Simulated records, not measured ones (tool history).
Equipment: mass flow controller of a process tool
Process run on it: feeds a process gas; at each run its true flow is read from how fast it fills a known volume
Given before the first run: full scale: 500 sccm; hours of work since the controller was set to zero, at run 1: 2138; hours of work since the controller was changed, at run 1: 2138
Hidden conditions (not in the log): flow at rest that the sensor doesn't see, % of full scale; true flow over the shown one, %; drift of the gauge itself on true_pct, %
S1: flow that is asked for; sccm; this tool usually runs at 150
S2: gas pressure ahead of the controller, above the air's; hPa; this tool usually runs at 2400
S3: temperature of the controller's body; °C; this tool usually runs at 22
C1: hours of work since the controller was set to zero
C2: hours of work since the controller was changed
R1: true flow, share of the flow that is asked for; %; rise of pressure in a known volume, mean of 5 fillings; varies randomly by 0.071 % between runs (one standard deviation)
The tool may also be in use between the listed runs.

run 1 hour=0 | S1=150 S2=2400 S3=22 | C1=2138 C2=2138 | R1=101.28
run 2 hour=73.3 | S1=150 S2=2400 S3=22 | C1=2167 C2=2167 | R1=101.37
run 3 hour=179 | S1=150 S2=2400 S3=22 | C1=2209 C2=2209 | R1=101.38
run 4 hour=290 | S1=150 S2=2400 S3=22 | C1=2253 C2=2253 | R1=101.33
run 5 hour=347.4 | S1=150 S2=2400 S3=22 | C1=2276 C2=2276 | R1=101.46
run 6 hour=417.5 | S1=150 S2=2400 S3=22 | C1=2303 C2=2303 | R1=101.36
run 7 hour=497.7 | S1=150 S2=2400 S3=22 | C1=2335 C2=2335 | R1=101.4
run 8 hour=609 | S1=150 S2=1730 S3=22 | C1=2379 C2=2379 | R1=101.72
run 9 hour=734.9 | S1=150 S2=1940 S3=22 | C1=2429 C2=2429 | R1=101.64
run 10 hour=808.9 | S1=150 S2=1940 S3=22 | C1=2458 C2=2458 | R1=101.66
run 11 hour=886.4 | S1=180 S2=1940 S3=22 | C1=2489 C2=2489 | R1=101.49
run 12 hour=1013.7 | S1=150 S2=2400 S3=22 | C1=2539 C2=2539 | R1=101.5
run 13 hour=1091 | S1=150 S2=2400 S3=22 | C1=2570 C2=2570 | R1=101.6
run 14 hour=1214.5 | S1=150 S2=2400 S3=22 | C1=2618 C2=2618 | R1=101.75
run 15 hour=1319.2 | S1=58 S2=2400 S3=22 | C1=2660 C2=2660 | R1=103.9
run 16 hour=1375.9 | S1=150 S2=2400 S3=22 | C1=2682 C2=2682 | R1=101.65
run 17 hour=1498 | S1=150 S2=2400 S3=35 | C1=2730 C2=2730 | R1=100.58
run 18 hour=1633.6 | S1=150 S2=2400 S3=35 | C1=2784 C2=2784 | R1=100.46
run 19 hour=1726.9 | S1=150 S2=2050 S3=22 | C1=2821 C2=2821 | R1=101.69
run 20 hour=1800.9 | S1=150 S2=2050 S3=22 | C1=2850 C2=2850 | R1=101.94
run 21 hour=1930.4 | S1=150 S2=2050 S3=22 | C1=2901 C2=2901 | R1=101.8
run 22 hour=2061.5 | S1=54 S2=2610 S3=22 | C1=2953 C2=2953 | R1=104.63
run 23 hour=2172.6 | S1=107 S2=2610 S3=29 | C1=2997 C2=2997 | R1=101.73
run 24 hour=2285 | S1=362 S2=1560 S3=22 | C1=3042 C2=3042 | R1=101.33
run 25 hour=2407.4 | S1=150 S2=2320 S3=21 | C1=3090 C2=3090 | R1=102.1
run 26 hour=2535.9 | S1=150 S2=2320 S3=21 | C1=3141 C2=3141 | R1=102.08
run 27 hour=2608 | S1=445 S2=1450 S3=30 | C1=3169 C2=3169 | R1=100.64
run 28 hour=2669.9 | S1=445 S2=1700 S3=30 | C1=3194 C2=3194 | R1=100.41
run 29 hour=2801.2 | S1=177 S2=2400 S3=37 | C1=3246 C2=3246 | R1=100.37
run 30 hour=2922.8 | S1=85 S2=1470 S3=37 | C1=3294 C2=3294 | R1=102.02
run 31 hour=3040.7 | S1=129 S2=1510 S3=24 | C1=3340 C2=3340 | R1=102.48
run 32 hour=3163.6 | S1=147 S2=2270 S3=22 | C1=3389 C2=3389 | R1=102.13
run 33 hour=3273.6 | S1=150 S2=1460 S3=27 | C1=3432 C2=3432 | R1=102
run 34 hour=3399.5 | S1=382 S2=2560 S3=25 | C1=3482 C2=3482 | R1=100.74
run 35 hour=3533.1 | S1=330 S2=2560 S3=30 | C1=3535 C2=3535 | R1=100.47
run 36 hour=3611.9 | S1=80 S2=2400 S3=22 | C1=3566 C2=3566 | R1=104.03
run 37 hour=3694.9 | S1=176 S2=1470 S3=22 | C1=3599 C2=3599 | R1=102.17
run 38 hour=3790.9 | S1=176 S2=1470 S3=22 | C1=3637 C2=3637 | R1=102.24

What does the tool deliver on the next run?
run 39 hour=3866.4 | S1=176 S2=1470 S3=22 | C1=3666 C2=3666 | R1=?

R1: 102.13 %
Had the tool carried no hidden state, the very same run would have given R1 99.96 %.

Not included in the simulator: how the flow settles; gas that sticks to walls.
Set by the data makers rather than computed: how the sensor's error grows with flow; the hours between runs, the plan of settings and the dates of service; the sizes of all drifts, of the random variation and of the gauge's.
